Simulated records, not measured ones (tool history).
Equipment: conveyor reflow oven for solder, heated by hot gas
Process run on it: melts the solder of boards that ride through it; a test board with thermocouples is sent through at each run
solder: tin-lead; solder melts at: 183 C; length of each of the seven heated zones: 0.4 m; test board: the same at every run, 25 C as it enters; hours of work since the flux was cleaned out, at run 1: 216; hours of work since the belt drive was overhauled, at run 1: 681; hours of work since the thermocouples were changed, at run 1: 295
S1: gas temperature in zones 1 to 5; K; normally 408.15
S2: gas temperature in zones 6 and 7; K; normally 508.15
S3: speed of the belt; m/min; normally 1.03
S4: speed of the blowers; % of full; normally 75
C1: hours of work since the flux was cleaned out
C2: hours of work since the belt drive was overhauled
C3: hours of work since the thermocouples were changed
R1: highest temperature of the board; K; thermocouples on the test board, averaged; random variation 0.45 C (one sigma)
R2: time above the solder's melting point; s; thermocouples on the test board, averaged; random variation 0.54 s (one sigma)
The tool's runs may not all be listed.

run 1 hour=0.0 | S1=408.15 S2=508.15 S3=1.03 S4=75 | C1=216 C2=681 C3=295 | R1=485.85 R2=31.5
run 2 hour=11.7 | S1=408.15 S2=508.15 S3=1.03 S4=75 | C1=221 C2=686 C3=300 | R1=486.45 R2=32.0
run 3 hour=28.9 | S1=411.15 S2=508.15 S3=1.03 S4=75 | C1=230 C2=695 C3=309 | R1=486.45 R2=32.1
run 4 hour=46.1 | S1=408.15 S2=508.15 S3=1.20 S4=75 | C1=238 C2=703 C3=317 | R1=480.15 R2=23.0
run 5 hour=64.5 | S1=408.15 S2=508.15 S3=1.03 S4=75 | C1=247 C2=712 C3=326 | R1=485.35 R2=31.8
run 6 hour=74.4 | S1=405.15 S2=508.15 S3=1.03 S4=75 | C1=252 C2=717 C3=331 | R1=485.55 R2=30.0
run 7 hour=92.1 | S1=405.15 S2=508.15 S3=1.03 S4=75 | C1=260 C2=725 C3=339 | R1=484.45 R2=30.0
run 8 hour=107.1 | S1=405.15 S2=508.15 S3=1.03 S4=75 | C1=268 C2=733 C3=347 | R1=484.85 R2=31.7
run 9 hour=120.6 | S1=405.15 S2=508.15 S3=1.03 S4=75 | C1=274 C2=739 C3=353 | R1=484.95 R2=30.0
run 10 hour=135.1 | S1=396.15 S2=508.15 S3=1.03 S4=75 | C1=281 C2=746 C3=360 | R1=482.45 R2=26.7
run 11 hour=144.6 | S1=408.15 S2=507.15 S3=0.98 S4=75 | C1=286 C2=751 C3=365 | R1=485.55 R2=33.6
run 12 hour=156.8 | S1=404.15 S2=502.15 S3=1.14 S4=76 | C1=292 C2=757 C3=371 | R1=475.95 R2=21.3
run 13 hour=171.7 | S1=404.15 S2=502.15 S3=1.14 S4=76 | C1=299 C2=764 C3=378 | R1=475.05 R2=19.9
run 14 hour=181.0 | S1=395.15 S2=502.15 S3=1.14 S4=76 | C1=304 C2=769 C3=382 | R1=473.45 R2=18.4
run 15 hour=202.3 | S1=405.15 S2=508.15 S3=0.85 S4=75 | C1=314 C2=779 C3=393 | R1=490.65 R2=41.8
run 16 hour=213.7 | S1=405.15 S2=508.15 S3=1.19 S4=75 | C1=319 C2=784 C3=398 | R1=478.25 R2=21.5
run 17 hour=234.1 | S1=402.15 S2=517.15 S3=1.19 S4=75 | C1=329 C2=794 C3=408 | R1=484.25 R2=24.2
run 18 hour=249.8 | S1=409.15 S2=508.15 S3=1.03 S4=75 | C1=337 C2=802 C3=416 | R1=484.25 R2=31.0
-- hour=262.5 belt drive overhauled, speed set with a stopwatch
run 19 hour=272.2 | S1=416.15 S2=507.15 S3=0.88 S4=75 | C1=346 C2=5 C3=425 | R1=490.35 R2=41.6
run 20 hour=281.5 | S1=411.15 S2=503.15 S3=1.08 S4=85 | C1=350 C2=9 C3=429 | R1=480.55 R2=27.5

Forecast each of these 4 alternatives for the next run:
run A hour=304.2 | S1=413.15 S2=503.15 S3=0.98 S4=85 | C1=361 C2=20 C3=440 | R1=? R2=?
run B hour=304.2 | S1=416.15 S2=508.15 S3=1.21 S4=65 | C1=361 C2=20 C3=440 | R1=? R2=?
run C hour=304.2 | S1=411.15 S2=503.15 S3=0.88 S4=85 | C1=361 C2=20 C3=440 | R1=? R2=?
run D hour=304.2 | S1=401.15 S2=503.15 S3=1.08 S4=85 | C1=361 C2=20 C3=440 | R1=? R2=?

run=A R1=484.95 R2=32.8
run=B R1=475.45 R2=19.9
run=C R1=487.95 R2=39.3
run=D R1=478.25 R2=24.0
With no hidden state in the tool, these same runs would have given:
run=A R1=490.25 R2=36.4
run=B R1=481.55 R2=24.4
run=C R1=492.95 R2=42.7
run=D R1=484.65 R2=28.6
